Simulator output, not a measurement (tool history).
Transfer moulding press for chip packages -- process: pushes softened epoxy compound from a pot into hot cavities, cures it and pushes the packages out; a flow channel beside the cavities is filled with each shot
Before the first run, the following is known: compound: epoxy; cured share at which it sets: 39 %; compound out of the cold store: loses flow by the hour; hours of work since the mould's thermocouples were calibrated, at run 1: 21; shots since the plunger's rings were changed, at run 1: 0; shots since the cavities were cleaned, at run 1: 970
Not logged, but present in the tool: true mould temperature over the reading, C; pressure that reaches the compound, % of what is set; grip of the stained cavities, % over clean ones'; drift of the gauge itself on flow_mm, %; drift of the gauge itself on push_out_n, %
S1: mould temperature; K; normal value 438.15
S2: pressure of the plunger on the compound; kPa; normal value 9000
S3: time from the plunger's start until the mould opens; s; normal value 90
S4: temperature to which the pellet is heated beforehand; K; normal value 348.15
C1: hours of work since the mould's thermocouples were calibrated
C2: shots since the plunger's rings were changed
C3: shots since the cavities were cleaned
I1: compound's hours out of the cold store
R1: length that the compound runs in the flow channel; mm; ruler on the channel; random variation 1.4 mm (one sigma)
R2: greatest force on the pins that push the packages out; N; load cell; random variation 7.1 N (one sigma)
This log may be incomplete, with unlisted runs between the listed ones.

Run 1, day 0.000: usual settings; C1 21; C2 0; C3 970; I1 22.0. Result: R1 550 mm, R2 491 N.
At day 0.554: cavities cleaned with cleaning compound and waxed.
Run 2, day 1.688: usual settings; C1 49; C2 595; C3 415; I1 15.9. Result: R1 560 mm, R2 452 N.
Run 3, day 3.042: usual settings but S3 95 s; C1 71; C2 1090; C3 910; I1 37.2. Result: R1 509 mm, R2 459 N.
At day 3.733: cavities cleaned with cleaning compound and waxed.
Run 4, day 4.512: usual settings; C1 95; C2 1607; C3 286; I1 23.9. Result: R1 539 mm, R2 414 N.
Run 5, day 5.454: usual settings; C1 111; C2 1951; C3 630; I1 47.6. Result: R1 482 mm, R2 457 N.
Run 6, day 6.350: usual settings; C1 126; C2 2280; C3 959; I1 28.0. Result: R1 522 mm, R2 498 N.
At day 6.971: cavities cleaned with cleaning compound and waxed.
Run 7, day 7.208: usual settings; C1 139; C2 2570; C3 87; I1 36.2. Result: R1 505 mm, R2 337 N.
Run 8, day 8.042: usual settings; C1 154; C2 2876; C3 393; I1 27.6. Result: R1 526 mm, R2 412 N.
Run 9, day 8.725: usual settings; C1 165; C2 3126; C3 643; I1 37.4. Result: R1 499 mm, R2 472 N.
At day 10.183: cavities cleaned with cleaning compound and waxed.
Run 10, day 10.421: usual settings but S2 9440 kPa; C1 193; C2 3723; C3 87; I1 33.3. Result: R1 520 mm, R2 341 N.
Run 11, day 11.542: usual settings; C1 212; C2 4135; C3 499; I1 26.7. Result: R1 519 mm, R2 447 N.
Run 12, day 12.608: usual settings; C1 229; C2 4524; C3 888; I1 17.6. Result: R1 540 mm, R2 474 N.
At day 13.483: cavities cleaned with cleaning compound and waxed.
Run 13, day 13.762: usual settings; C1 248; C2 4925; C3 103; I1 12.8. Result: R1 553 mm, R2 349 N.
Run 14, day 15.138: usual settings; C1 271; C2 5428; C3 606; I1 20.5. Result: R1 531 mm, R2 453 N.
At day 16.054: plunger's sealing rings changed.
Run 15, day 16.688: usual settings but S1 442.15 K, S4 351.15 K; C1 295; C2 230; C3 1134; I1 13.8. Result: R1 557 mm, R2 442 N.
At day 16.883: cavities cleaned with cleaning compound and waxed.
Run 16, day 18.333: usual settings but S1 442.15 K, S2 7280 kPa, S3 93 s, S4 346.15 K; C1 322; C2 810; C3 530; I1 34.3. Result: R1 453 mm, R2 400 N.
Run 17, day 19.742: usual settings but S1 432.15 K; C1 346; C2 1326; C3 1046; I1 15.3. Result: R1 575 mm, R2 709 N.
At day 20.100: cavities cleaned with cleaning compound and waxed.
Run 18, day 21.292: usual settings but S2 8300 kPa, S3 72 s, S4 353.15 K; C1 371; C2 1871; C3 437; I1 34.7. Result: R1 488 mm, R2 601 N.
Run 19, day 22.479: usual settings but S2 8300 kPa, S3 72 s, S4 353.15 K; C1 391; C2 2305; C3 871; I1 34.0. Result: R1 488 mm, R2 682 N.
At day 23.283: cavities cleaned with cleaning compound and waxed.
Run 20, day 23.604: usual settings but S2 8300 kPa, S3 72 s, S4 353.15 K; C1 409; C2 2695; C3 118; I1 18.5. Result: R1 523 mm, R2 482 N.
Run 21, day 25.012: usual settings but S2 7670 kPa, S3 110 s; C1 433; C2 3210; C3 633; I1 46.9. Result: R1 441 mm, R2 390 N.
Run 22, day 25.838: usual settings but S1 435.15 K, S2 7510 kPa, S3 110 s; C1 447; C2 3513; C3 936; I1 12.1. Result: R1 516 mm, R2 440 N.
At day 26.479: cavities cleaned with cleaning compound and waxed.
Run 23, day 27.242: usual settings but S1 434.15 K, S4 339.15 K; C1 469; C2 4004; C3 279; I1 42.4. Result: R1 493 mm, R2 463 N.
Run 24, day 28.750: usual settings but S4 353.15 K; C1 495; C2 4555; C3 830; I1 32.0. Result: R1 503 mm, R2 467 N.
At day 29.679: cavities cleaned with cleaning compound and waxed.
Run 25, day 29.779: usual settings but S1 435.15 K, S2 8420 kPa, S3 87 s, S4 354.15 K; C1 511; C2 4910; C3 38; I1 46.0. Result: R1 461 mm, R2 360 N.
At day 30.000: mould's thermocouples calibrated.
Run 26, day 30.662: usual settings but S1 435.15 K, S2 8420 kPa, S3 87 s, S4 354.15 K; C1 11; C2 5202; C3 330; I1 11.2. Result: R1 545 mm, R2 540 N.
Run 27, day 31.892: usual settings but S1 435.15 K, S2 8420 kPa, S3 87 s, S4 354.15 K; C1 32; C2 5653; C3 781; I1 23.8. Result: R1 512 mm, R2 591 N.
At day 32.225: plunger's sealing rings changed.
Run 28, day 32.783: usual settings but S1 435.15 K, S2 8420 kPa, S3 71 s, S4 354.15 K; C1 45; C2 204; C3 1069; I1 20.4. Result: R1 538 mm, R2 951 N.

The same runs without the tool's hidden state, with the same run-to-run variation:
run   R1   R2
  1  551  292
  2  564  304
  3  514  273
  4  547  295
  5  490  285
  6  532  297
  7  515  293
  8  538  280
  9  512  294
 10  536  299
 11  537  290
 12  560  285
 13  575  305
 14  554  288
 15  560  258
 16  458  253
 17  584  442
 18  497  419
 19  499  432
 20  537  432
 21  454  242
 22  533  265
 23  511  352
 24  524  288
 25  481  351
 26  568  381
 27  536  362
 28  541  575

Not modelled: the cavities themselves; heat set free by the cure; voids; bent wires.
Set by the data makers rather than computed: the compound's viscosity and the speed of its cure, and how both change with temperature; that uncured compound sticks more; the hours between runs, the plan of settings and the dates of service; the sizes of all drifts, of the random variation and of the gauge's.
